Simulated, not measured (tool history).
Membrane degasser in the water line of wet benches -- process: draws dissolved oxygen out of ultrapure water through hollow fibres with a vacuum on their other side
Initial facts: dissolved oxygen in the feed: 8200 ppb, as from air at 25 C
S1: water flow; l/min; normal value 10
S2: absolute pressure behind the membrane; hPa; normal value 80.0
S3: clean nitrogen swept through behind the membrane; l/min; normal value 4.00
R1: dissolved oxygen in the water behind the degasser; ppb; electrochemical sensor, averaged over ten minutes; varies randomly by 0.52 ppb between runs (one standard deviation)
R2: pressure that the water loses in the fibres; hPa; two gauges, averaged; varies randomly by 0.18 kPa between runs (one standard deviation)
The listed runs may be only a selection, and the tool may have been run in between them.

{"run": 1, "hour": 0.0, "S1": 10, "S2": 80.0, "S3": 4.0, "R1": 41.8, "R2": 347.4}
{"run": 2, "hour": 27.6, "S1": 12, "S2": 80.0, "S3": 4.0, "R1": 54.0, "R2": 416.1}
{"run": 3, "hour": 48.1, "S1": 12, "S2": 80.0, "S3": 4.0, "R1": 53.9, "R2": 416.2}
{"run": 4, "hour": 78.2, "S1": 12, "S2": 80.0, "S3": 4.0, "R1": 53.8, "R2": 415.7}
{"run": 5, "hour": 108.7, "S1": 12, "S2": 80.0, "S3": 4.0, "R1": 53.4, "R2": 416.8}
{"run": 6, "hour": 153.4, "S1": 12, "S2": 80.0, "S3": 4.0, "R1": 54.4, "R2": 416.8}
{"run": 7, "hour": 199.9, "S1": 10, "S2": 80.0, "S3": 4.0, "R1": 41.7, "R2": 345.6}
{"run": 8, "hour": 235.7, "S1": 10, "S2": 80.0, "S3": 4.0, "R1": 42.5, "R2": 349.5}
{"run": 9, "hour": 256.3, "S1": 10, "S2": 80.0, "S3": 9.44, "R1": 25.5, "R2": 349.4}
{"run": 10, "hour": 288.5, "S1": 10, "S2": 94.4, "S3": 9.44, "R1": 28.9, "R2": 350.6}
{"run": 11, "hour": 316.3, "S1": 10, "S2": 94.4, "S3": 9.44, "R1": 29.7, "R2": 349.3}
{"run": 12, "hour": 345.8, "S1": 10, "S2": 80.0, "S3": 4.0, "R1": 42.4, "R2": 348.7}
{"run": 13, "hour": 388.2, "S1": 10, "S2": 80.0, "S3": 4.0, "R1": 42.3, "R2": 349.6}
{"run": 14, "hour": 432.3, "S1": 10, "S2": 80.0, "S3": 4.0, "R1": 42.3, "R2": 350.0}
{"run": 15, "hour": 456.1, "S1": 10, "S2": 80.0, "S3": 2.81, "R1": 54.8, "R2": 350.6}
{"run": 16, "hour": 492.8, "S1": 10, "S2": 80.0, "S3": 4.0, "R1": 42.6, "R2": 350.7}
{"run": 17, "hour": 532.9, "S1": 11, "S2": 62.5, "S3": 2.59, "R1": 46.5, "R2": 388.7}
{"run": 18, "hour": 565.0, "S1": 14, "S2": 80.2, "S3": 6.87, "R1": 49.3, "R2": 490.6}
{"run": 19, "hour": 588.9, "S1": 14, "S2": 80.2, "S3": 6.87, "R1": 49.7, "R2": 490.6}
{"run": 20, "hour": 610.1, "S1": 14, "S2": 80.2, "S3": 6.87, "R1": 49.8, "R2": 489.6}
{"run": 21, "hour": 646.3, "S1": 7, "S2": 80.0, "S3": 4.0, "R1": 26.8, "R2": 244.9}
{"run": 22, "hour": 665.5, "S1": 15, "S2": 90.2, "S3": 4.0, "R1": 83.8, "R2": 532.3}
{"run": 23, "hour": 707.3, "S1": 7, "S2": 175.1, "S3": 1.85, "R1": 135.1, "R2": 245.6}
{"run": 24, "hour": 739.0, "S1": 9, "S2": 71.4, "S3": 1.93, "R1": 55.3, "R2": 316.7}
{"run": 25, "hour": 770.8, "S1": 14, "S2": 145.7, "S3": 3.24, "R1": 141.0, "R2": 496.1}
{"run": 26, "hour": 795.3, "S1": 10, "S2": 61.0, "S3": 2.27, "R1": 44.0, "R2": 353.1}
{"run": 27, "hour": 832.2, "S1": 10, "S2": 78.6, "S3": 8.33, "R1": 26.4, "R2": 353.8}
{"run": 28, "hour": 866.3, "S1": 6, "S2": 133.3, "S3": 8.33, "R1": 22.1, "R2": 214.1}
{"run": 29, "hour": 904.4, "S1": 6, "S2": 133.3, "S3": 8.33, "R1": 22.3, "R2": 213.9}
{"run": 30, "hour": 926.2, "S1": 6, "S2": 140.0, "S3": 6.28, "R1": 29.7, "R2": 213.4}
{"run": 31, "hour": 961.6, "S1": 6, "S2": 140.0, "S3": 6.28, "R1": 29.3, "R2": 213.5}

Hidden state or all else? Some run-to-run changes of R2, split into what the settings, what came in and random variation would give without the hidden state, and what is left for the hidden state (with any gauge scatter that isn't in both results):
The tool's hidden condition here consists of: membrane still open, %; true pressure behind the membrane over the reading, kPa; air that leaks in behind the membrane, l/min; drift of the gauge itself on oxygen_ppb, %; drift of the gauge itself on loss_of_pressure_kpa, %.
Run 20 -> 21: S1 14 -> 7, S2 80.2 -> 80.0, S3 6.87 -> 4.00. R2 -244.7 hPa: hidden state -3.6, all else -241.1.
Run 21 -> 22: S1 7 -> 15, S2 80.0 -> 90.2. R2 +287.4 hPa: hidden state +5.0, all else +282.4.
Run 22 -> 23: S1 15 -> 7, S2 90.2 -> 175.1, S3 4.00 -> 1.85. R2 -286.7 hPa: hidden state -4.6, all else -282.1.
Run 24 -> 25: S1 9 -> 14, S2 71.4 -> 145.7, S3 1.93 -> 3.24. R2 +179.4 hPa: hidden state +3.8, all else +175.6.
